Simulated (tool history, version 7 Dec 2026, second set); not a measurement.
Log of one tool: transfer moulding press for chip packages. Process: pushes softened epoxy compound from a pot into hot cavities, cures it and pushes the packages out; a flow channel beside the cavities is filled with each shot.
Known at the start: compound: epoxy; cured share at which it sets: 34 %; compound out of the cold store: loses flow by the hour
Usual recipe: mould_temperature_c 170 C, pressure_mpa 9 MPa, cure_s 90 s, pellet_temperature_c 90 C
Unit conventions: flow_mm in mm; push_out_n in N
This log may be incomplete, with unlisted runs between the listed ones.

run,hour,mould_temperature_c,pressure_mpa,cure_s,pellet_temperature_c,incoming compound's hours out of the cold store,flow_mm,push_out_n
1,0,170,9,90,90,39.7,723,437
2,38.6,170,9,90,90,26.8,740,556
3,70.5,170,9,86,90,41.6,703,381
4,141.9,170,9,86,90,47.1,684,543
5,193.7,170,9,86,90,13.3,741,395
6,226.9,170,7.13,86,90,19.8,656,561
7,259.3,170,8.58,86,90,35.9,668,508
8,323.9,170,8.58,86,90,44.1,645,379
9,377.9,170,8.58,86,90,25.6,676,452
10,441.4,170,8.58,86,90,14.9,684,378
11,509.7,171,9,90,90,27.8,654,437
12,566.7,171,9,111,90,20.9,663,214
13,631.7,171,9,111,90,35.7,719,284
14,664.5,170,10.67,90,90,32.7,785,365
15,711.7,170,10.67,90,90,46.9,747,362
16,761,170,9,120,90,21.9,734,274
17,806.9,177,9,120,90,41.9,648,277
18,877.7,177,9,120,90,16,700,176
19,918.5,177,7.63,95,90,16.5,637,198
20,972.2,174,10.26,114,90,22.4,724,255
21,1002.8,165,9,90,99,14,730,457
22,1067.3,165,9,90,99,34.2,666,611
23,1116.7,164,9.28,90,90,28.7,695,751
24,1170.8,172,9.9,107,90,14.8,694,335
25,1230.3,172,9.9,107,90,38.3,738,246

The log once held 32 entries between its listed runs, left out of this copy. Where does each go, and what is different about the tool's unlogged condition between the listed run before it and the listed run after it?
In the gap between runs 1 and 2: cavities cleaned with cleaning compound and waxed (hour 21.8)
  true mould temperature over the reading, C: 0.96 -> 1; pressure that reaches the compound, % of what is set: 98.9 -> 97.42; grip of the stained cavities, % over clean ones': 46.3 -> 85.3
  the result without the hidden state subtracted from the measured one, flow_mm: -8 -> -14 mm; push_out_n: +116 -> +229 N
In the gap between runs 2 and 3: cavities cleaned with cleaning compound and waxed (hour 63.1)
  true mould temperature over the reading, C: 1 -> 1.02; pressure that reaches the compound, % of what is set: 97.42 -> 96.2; grip of the stained cavities, % over clean ones': 85.3 -> 21.3
  the result without the hidden state subtracted from the measured one, flow_mm: -14 -> -18 mm; push_out_n: +229 -> +41 N
In the gap between runs 3 and 4: mould's thermocouples calibrated (hour 96); cavities cleaned with cleaning compound and waxed (hour 105.8)
  true mould temperature over the reading, C: 1.02 -> 0.27; pressure that reaches the compound, % of what is set: 96.2 -> 93.56; grip of the stained cavities, % over clean ones': 21.3 -> 63.1
  the result without the hidden state subtracted from the measured one, flow_mm: -18 -> -24 mm; push_out_n: +41 -> +203 N
In the gap between runs 4 and 5: cavities cleaned with cleaning compound and waxed (hour 148.8); cavities cleaned with cleaning compound and waxed (hour 191.9)
  true mould temperature over the reading, C: 0.27 -> 0.31; pressure that reaches the compound, % of what is set: 93.56 -> 91.59; grip of the stained cavities, % over clean ones': 63.1 -> 6.7
  the result without the hidden state subtracted from the measured one, flow_mm: -24 -> -35 mm; push_out_n: +203 -> +15 N
In the gap between runs 6 and 7: cavities cleaned with cleaning compound and waxed (hour 234.7)
  true mould temperature over the reading, C: 0.34 -> 0.36; pressure that reaches the compound, % of what is set: 90.28 -> 88.97; grip of the stained cavities, % over clean ones': 60.9 -> 48.7
  the result without the hidden state subtracted from the measured one, flow_mm: -35 -> -42 mm; push_out_n: +204 -> +154 N
In the gap between runs 7 and 8: cavities cleaned with cleaning compound and waxed (hour 275.8); cavities cleaned with cleaning compound and waxed (hour 318.5)
  true mould temperature over the reading, C: 0.36 -> 0.41; pressure that reaches the compound, % of what is set: 88.97 -> 86.44; grip of the stained cavities, % over clean ones': 48.7 -> 17.2
  the result without the hidden state subtracted from the measured one, flow_mm: -42 -> -50 mm; push_out_n: +154 -> +46 N
In the gap between runs 8 and 9: cavities cleaned with cleaning compound and waxed (hour 363.1)
  true mould temperature over the reading, C: 0.41 -> 0.45; pressure that reaches the compound, % of what is set: 86.44 -> 84.01; grip of the stained cavities, % over clean ones': 17.2 -> 32.7
  the result without the hidden state subtracted from the measured one, flow_mm: -50 -> -63 mm; push_out_n: +46 -> +98 N
In the gap between runs 9 and 10: cavities cleaned with cleaning compound and waxed (hour 407.3); cavities cleaned with cleaning compound and waxed, once more (hour 438.8)
  true mould temperature over the reading, C: 0.45 -> 0.5; pressure that reaches the compound, % of what is set: 84.01 -> 81.18; grip of the stained cavities, % over clean ones': 32.7 -> 6.1
  the result without the hidden state subtracted from the measured one, flow_mm: -63 -> -78 mm; push_out_n: +98 -> +6 N
In the gap between runs 10 and 11: cavities cleaned with cleaning compound and waxed (hour 482.9)
  true mould temperature over the reading, C: 0.5 -> 0.56; pressure that reaches the compound, % of what is set: 81.18 -> 78.54; grip of the stained cavities, % over clean ones': 6.1 -> 53.6
  the result without the hidden state subtracted from the measured one, flow_mm: -78 -> -86 mm; push_out_n: +6 -> +140 N
In the gap between runs 11 and 12: cavities cleaned with cleaning compound and waxed (hour 524.3); cavities cleaned with cleaning compound and waxed (hour 566.7)
  true mould temperature over the reading, C: 0.56 -> 0.6; pressure that reaches the compound, % of what is set: 78.54 -> 76.45; grip of the stained cavities, % over clean ones': 53.6 -> 0.5
  the result without the hidden state subtracted from the measured one, flow_mm: -86 -> -99 mm; push_out_n: +140 -> -2 N
In the gap between runs 12 and 13: plunger's sealing rings changed (hour 581.6); cavities cleaned with cleaning compound and waxed (hour 612.6)
  true mould temperature over the reading, C: 0.6 -> 0.65; pressure that reaches the compound, % of what is set: 76.45 -> 98; grip of the stained cavities, % over clean ones': 0.5 -> 39.1
  the result without the hidden state subtracted from the measured one, flow_mm: -99 -> -10 mm; push_out_n: -2 -> +77 N
In the gap between runs 13 and 14: cavities cleaned with cleaning compound and waxed (hour 656.5)
  true mould temperature over the reading, C: 0.65 -> 0.67; pressure that reaches the compound, % of what is set: 98 -> 96.87; grip of the stained cavities, % over clean ones': 39.1 -> 22.1
  the result without the hidden state subtracted from the measured one, flow_mm: -10 -> -16 mm; push_out_n: +77 -> +49 N
In the gap between runs 14 and 15: cavities cleaned with cleaning compound and waxed (hour 699.3)
  true mould temperature over the reading, C: 0.67 -> 0.71; pressure that reaches the compound, % of what is set: 96.87 -> 95.09; grip of the stained cavities, % over clean ones': 22.1 -> 27.7
  the result without the hidden state subtracted from the measured one, flow_mm: -16 -> -22 mm; push_out_n: +49 -> +63 N
In the gap between runs 15 and 16: cavities cleaned with cleaning compound and waxed (hour 742.8)
  true mould temperature over the reading, C: 0.71 -> 0.75; pressure that reaches the compound, % of what is set: 95.09 -> 93.15; grip of the stained cavities, % over clean ones': 27.7 -> 43.7
  the result without the hidden state subtracted from the measured one, flow_mm: -22 -> -30 mm; push_out_n: +63 -> +82 N
In the gap between runs 16 and 17: cavities cleaned with cleaning compound and waxed (hour 785.8)
  true mould temperature over the reading, C: 0.75 -> 0.78; pressure that reaches the compound, % of what is set: 93.15 -> 91.16; grip of the stained cavities, % over clean ones': 43.7 -> 46.7
  the result without the hidden state subtracted from the measured one, flow_mm: -30 -> -33 mm; push_out_n: +82 -> +88 N
In the gap between runs 17 and 18: cavities cleaned with cleaning compound and waxed (hour 830.9); cavities cleaned with cleaning compound and waxed (hour 877.3)
  true mould temperature over the reading, C: 0.78 -> 0.84; pressure that reaches the compound, % of what is set: 91.16 -> 88.15; grip of the stained cavities, % over clean ones': 46.7 -> 1.1
  the result without the hidden state subtracted from the measured one, flow_mm: -33 -> -49 mm; push_out_n: +88 -> +2 N
In the gap between runs 18 and 19: cavities cleaned with cleaning compound and waxed (hour 918.5)
  true mould temperature over the reading, C: 0.84 -> 0.87; pressure that reaches the compound, % of what is set: 88.15 -> 86.45; grip of the stained cavities, % over clean ones': 1.1 -> 2.7
  the result without the hidden state subtracted from the measured one, flow_mm: -49 -> -51 mm; push_out_n: +2 -> +1 N
In the gap between runs 19 and 20: cavities cleaned with cleaning compound and waxed (hour 959.7)
  true mould temperature over the reading, C: 0.87 -> 0.91; pressure that reaches the compound, % of what is set: 86.45 -> 84.31; grip of the stained cavities, % over clean ones': 2.7 -> 31.9
  the result without the hidden state subtracted from the measured one, flow_mm: -51 -> -68 mm; push_out_n: +1 -> +58 N
In the gap between runs 20 and 21: cavities cleaned with cleaning compound and waxed (hour 1002.8)
  true mould temperature over the reading, C: 0.91 -> 0.93; pressure that reaches the compound, % of what is set: 84.31 -> 83.14; grip of the stained cavities, % over clean ones': 31.9 -> 3.2
  the result without the hidden state subtracted from the measured one, flow_mm: -68 -> -75 mm; push_out_n: +58 -> -21 N
In the gap between runs 21 and 22: cavities cleaned with cleaning compound and waxed (hour 1047.3)
  true mould temperature over the reading, C: 0.93 -> 0.98; pressure that reaches the compound, % of what is set: 83.14 -> 80.48; grip of the stained cavities, % over clean ones': 3.2 -> 45.1
  the result without the hidden state subtracted from the measured one, flow_mm: -75 -> -81 mm; push_out_n: -21 -> +155 N
In the gap between runs 22 and 23: cavities cleaned with cleaning compound and waxed (hour 1088.7)
  true mould temperature over the reading, C: 0.98 -> 1.02; pressure that reaches the compound, % of what is set: 80.48 -> 78.65; grip of the stained cavities, % over clean ones': 45.1 -> 54.9
  the result without the hidden state subtracted from the measured one, flow_mm: -81 -> -93 mm; push_out_n: +155 -> +226 N
In the gap between runs 23 and 24: cavities cleaned with cleaning compound and waxed (hour 1132.8)
  true mould temperature over the reading, C: 1.02 -> 1.07; pressure that reaches the compound, % of what is set: 78.65 -> 76.36; grip of the stained cavities, % over clean ones': 54.9 -> 64.2
  the result without the hidden state subtracted from the measured one, flow_mm: -93 -> -105 mm; push_out_n: +226 -> +125 N
In the gap between runs 24 and 25: plunger's sealing rings changed (hour 1179.2); cavities cleaned with cleaning compound and waxed (hour 1180.7); cavities cleaned with cleaning compound and waxed (hour 1223.4)
  true mould temperature over the reading, C: 1.07 -> 1.11; pressure that reaches the compound, % of what is set: 76.36 -> 97.57; grip of the stained cavities, % over clean ones': 64.2 -> 19.9
  the result without the hidden state subtracted from the measured one, flow_mm: -105 -> -13 mm; push_out_n: +125 -> +33 N

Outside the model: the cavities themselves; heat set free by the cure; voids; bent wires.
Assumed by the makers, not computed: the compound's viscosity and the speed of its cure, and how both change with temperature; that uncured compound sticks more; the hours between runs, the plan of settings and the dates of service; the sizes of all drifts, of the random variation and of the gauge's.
